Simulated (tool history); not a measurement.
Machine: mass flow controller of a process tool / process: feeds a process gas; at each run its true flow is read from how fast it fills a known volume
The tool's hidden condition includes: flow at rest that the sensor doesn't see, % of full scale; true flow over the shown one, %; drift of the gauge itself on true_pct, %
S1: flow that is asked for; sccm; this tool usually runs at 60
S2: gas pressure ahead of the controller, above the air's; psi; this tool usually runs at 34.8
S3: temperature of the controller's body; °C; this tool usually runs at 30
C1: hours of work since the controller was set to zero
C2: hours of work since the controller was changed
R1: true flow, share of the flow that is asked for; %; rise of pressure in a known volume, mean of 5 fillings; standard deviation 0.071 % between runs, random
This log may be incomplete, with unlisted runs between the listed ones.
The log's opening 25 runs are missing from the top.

run	hour	S1	S2	S3	C1	C2	R1
26	4859.0	16	34.8	30	185	6142	101.43
27	4994.9	16	34.8	30	245	6202	101.79
28	5248.1	16	34.8	30	356	6314	101.84
29	5412.6	13	34.8	29	429	6387	101.87
30	5667.8	30	36.5	30	541	6499	101.75
31	5815.6	60	34.8	23	607	6564	101.23
32	5988.3	60	34.8	23	683	6640	101.15
33	6125.1	60	23.9	27	743	6701	102.09
34	6325.0	73	21.9	38	831	6789	103.33
35	6608.3	60	34.5	30	956	6914	102.22
36	6750.6	60	34.5	30	1019	6977	102.04
37	7030.8	26	38.7	30	1143	7100	102.19
38	7175.0	43	34.8	30	1206	7164	102.35
39	7393.2	46	24.7	35	1303	7260	103.13
40	7563.9	60	34.8	25	1378	7335	101.78
41	7716.7	60	34.8	25	1445	7403	101.73
42	7863.3	32	34.8	30	1510	7467	102.64
43	8078.5	32	34.8	30	1605	7562	102.72
44	8243.4	29	34.8	30	1678	7635	102.82
45	8401.1	29	38.1	30	1747	7705	102.80
46	8571.0	60	28.3	30	1822	7780	102.72
47	8833.4	98	26.8	26	1938	7895	102.36
48	9013.1	24	34.8	25	2017	7975	102.98

Here are 3 independent what-if runs from the current tool condition. What would each one return?
A	9168.3	13	37.0	30	2086	8043	?
B	9168.3	17	24.8	25	2086	8043	?
C	9168.3	38	21.2	22	2086	8043	?

run	R1
A	104.71
B	104.03
C	102.67
Without the tool's hidden state the same runs would have given:
run	R1
A	99.57
B	99.63
C	99.59

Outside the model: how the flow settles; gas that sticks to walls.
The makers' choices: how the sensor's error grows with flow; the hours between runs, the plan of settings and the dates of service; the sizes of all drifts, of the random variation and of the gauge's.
